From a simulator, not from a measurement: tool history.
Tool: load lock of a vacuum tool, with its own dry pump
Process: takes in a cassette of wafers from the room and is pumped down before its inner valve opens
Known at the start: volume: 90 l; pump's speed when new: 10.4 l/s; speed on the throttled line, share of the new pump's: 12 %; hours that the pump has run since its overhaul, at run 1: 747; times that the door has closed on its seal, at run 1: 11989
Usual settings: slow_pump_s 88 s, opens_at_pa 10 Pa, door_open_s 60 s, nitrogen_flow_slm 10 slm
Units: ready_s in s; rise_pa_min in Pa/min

| run | hour | slow_pump_s | opens_at_pa | door_open_s | nitrogen_flow_slm | hours that the pump has run since its overhaul | times that the door has closed on its seal | incoming humidity of the room's air, % | ready_s | rise_pa_min |
|---|---|---|---|---|---|---|---|---|---|---|
| 1 | 0 | 88 | 10 | 60 | 10 | 747 | 11989 | 46 | 158 | 0.127 |
| 2 | 201.8 | 88 | 10 | 68 | 10 | 948 | 12446 | 45 | 157.7 | 0.136 |
| 3 | 389.7 | 88 | 10 | 68 | 10 | 1136 | 12871 | 42.9 | 155.4 | 0.144 |
| 4 | 699.4 | 88 | 10 | 68 | 10 | 1446 | 13572 | 48.3 | 157.7 | 0.151 |
| 5 | 915.9 | 60 | 10 | 60 | 10 | 1662 | 14062 | 47.8 | 132.4 | 0.153 |
| 6 | 1132 | 60 | 10 | 143 | 10 | 1879 | 14552 | 45.8 | 134 | 0.18 |
| 7 | 1285 | 86 | 17 | 29 | 10 | 2032 | 14898 | 46.6 | 152.4 | 0.147 |
| 8 | 1650 | 168 | 17 | 29 | 10 | 2397 | 15724 | 42.4 | 222.5 | 0.157 |
| 9 | 1943.5 | 88 | 10 | 60 | 9 | 2690 | 16389 | 47.9 | 158.6 | 0.184 |
| 10 | 2115.6 | 88 | 8 | 60 | 5 | 2862 | 16778 | 46.1 | 161.6 | 0.198 |

The same runs without the tool's hidden state, with the same run-to-run variation:
The hidden state here: pump's speed, % of a new pump's; leak at the door's seal, Pa l/s; drift of the gauge itself on ready_s, %; drift of the gauge itself on rise_pa_min, %.
| run | rise_pa_min |
|---|---|
| 1 | 0.036 |
| 2 | 0.041 |
| 3 | 0.041 |
| 4 | 0.043 |
| 5 | 0.034 |
| 6 | 0.058 |
| 7 | 0.02 |
| 8 | 0.018 |
| 9 | 0.036 |
| 10 | 0.046 |
ready_s: within 0.8 s of the measured result in every run.
